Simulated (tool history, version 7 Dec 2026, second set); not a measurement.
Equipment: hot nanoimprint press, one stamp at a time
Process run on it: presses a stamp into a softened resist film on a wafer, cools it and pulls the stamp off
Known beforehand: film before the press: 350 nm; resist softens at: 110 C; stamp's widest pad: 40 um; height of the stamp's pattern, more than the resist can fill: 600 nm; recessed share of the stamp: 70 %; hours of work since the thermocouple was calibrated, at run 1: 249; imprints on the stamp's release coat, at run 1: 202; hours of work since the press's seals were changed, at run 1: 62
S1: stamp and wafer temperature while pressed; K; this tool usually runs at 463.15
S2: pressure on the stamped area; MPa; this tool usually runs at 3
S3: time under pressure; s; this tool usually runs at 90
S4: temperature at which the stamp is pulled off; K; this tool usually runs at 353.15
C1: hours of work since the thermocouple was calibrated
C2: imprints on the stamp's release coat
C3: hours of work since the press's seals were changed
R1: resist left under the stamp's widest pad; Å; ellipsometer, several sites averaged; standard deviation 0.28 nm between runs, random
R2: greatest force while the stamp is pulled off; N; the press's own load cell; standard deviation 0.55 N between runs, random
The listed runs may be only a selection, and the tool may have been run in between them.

| run | hour | S1 | S2 | S3 | S4 | C1 | C2 | C3 | R1 | R2 |
|---|---|---|---|---|---|---|---|---|---|---|
| 1 | 0 | 463.15 | 3 | 90 | 353.15 | 249 | 202 | 62 | 1877 | 123.3 |
| 2 | 7.9 | 463.15 | 3 | 90 | 350.15 | 253 | 229 | 66 | 1874 | 126.5 |
|  | 16.1 | plate thermocouple calibrated |
| 3 | 17.2 | 463.15 | 3 | 90 | 353.15 | 1 | 250 | 69 | 1874 | 122.1 |
| 4 | 25.9 | 465.15 | 3 | 90 | 353.15 | 5 | 280 | 74 | 1774 | 122.9 |
| 5 | 30.5 | 465.15 | 3 | 90 | 353.15 | 7 | 295 | 76 | 1773 | 122.6 |
| 6 | 38.1 | 465.15 | 3 | 90 | 353.15 | 11 | 321 | 80 | 1766 | 122.8 |
| 7 | 44.5 | 465.15 | 3 | 90 | 353.15 | 14 | 343 | 83 | 1772 | 122.5 |
| 8 | 51.6 | 463.15 | 3 | 90 | 353.15 | 18 | 367 | 86 | 1878 | 122.5 |
| 9 | 61.9 | 463.15 | 3 | 90 | 353.15 | 23 | 402 | 91 | 1874 | 123.4 |
| 10 | 67.2 | 463.15 | 3 | 90 | 353.15 | 25 | 420 | 94 | 1878 | 122.3 |
| 11 | 72.7 | 463.15 | 3 | 90 | 353.15 | 28 | 439 | 97 | 1877 | 121.8 |
| 12 | 78.3 | 463.15 | 3 | 90 | 353.15 | 31 | 457 | 100 | 1876 | 122.4 |
| 13 | 87.8 | 457.15 | 3 | 90 | 353.15 | 35 | 490 | 104 | 2211 | 122.8 |
|  | 100.8 | stamp cleaned and given a new release coat |
| 14 | 103.2 | 469.15 | 3 | 90 | 353.15 | 40 | 8 | 109 | 1579 | 122.1 |
| 15 | 112.6 | 469.15 | 3 | 90 | 353.15 | 45 | 40 | 114 | 1576 | 121.9 |
| 16 | 117.6 | 469.15 | 3 | 90 | 353.15 | 47 | 56 | 116 | 1577 | 122.6 |
| 17 | 127.4 | 452.15 | 3 | 172 | 353.15 | 52 | 90 | 121 | 2112 | 121.5 |
| 18 | 131.7 | 452.15 | 4.12 | 172 | 353.15 | 54 | 104 | 123 | 1870 | 123 |
| 19 | 140.9 | 463.15 | 4.04 | 90 | 355.15 | 59 | 136 | 128 | 1652 | 120.1 |
| 20 | 146.5 | 460.15 | 3.14 | 118 | 341.15 | 61 | 154 | 130 | 1837 | 137.6 |
| 21 | 154.2 | 457.15 | 3 | 48 | 353.15 | 65 | 180 | 134 | 2596 | 122 |
| 22 | 164.1 | 457.15 | 3 | 48 | 353.15 | 70 | 214 | 139 | 2597 | 122.9 |
| 23 | 172.4 | 463.15 | 3 | 124 | 353.15 | 74 | 242 | 143 | 1675 | 123.1 |
| 24 | 179.3 | 463.15 | 3 | 124 | 353.15 | 78 | 266 | 146 | 1673 | 123.1 |
| 25 | 189 | 463.15 | 3 | 124 | 353.15 | 82 | 298 | 151 | 1676 | 123.5 |
| 26 | 195.1 | 464.15 | 3 | 151 | 355.15 | 85 | 319 | 154 | 1512 | 119.4 |
| 27 | 201 | 464.15 | 3 | 151 | 355.15 | 88 | 339 | 157 | 1510 | 120.3 |
| 28 | 211.1 | 462.15 | 1.97 | 130 | 343.15 | 93 | 373 | 162 | 2022 | 134.9 |
| 29 | 216.2 | 462.15 | 1.97 | 130 | 343.15 | 96 | 391 | 165 | 2021 | 135.9 |
| 30 | 225.2 | 462.15 | 1.97 | 130 | 343.15 | 100 | 421 | 169 | 2026 | 136.3 |

Hidden state at the last listed run before each entry between runs and at the first one after, where it differs:
After run 2, before run 3: plate thermocouple calibrated (hour 16.1)
  true temperature over the reading, C: -0.01 -> 0
After run 13, before run 14: stamp cleaned and given a new release coat (hour 100.8)
  grip of the stamp's worn release coat, % over a new coat's: 0.2 -> 0

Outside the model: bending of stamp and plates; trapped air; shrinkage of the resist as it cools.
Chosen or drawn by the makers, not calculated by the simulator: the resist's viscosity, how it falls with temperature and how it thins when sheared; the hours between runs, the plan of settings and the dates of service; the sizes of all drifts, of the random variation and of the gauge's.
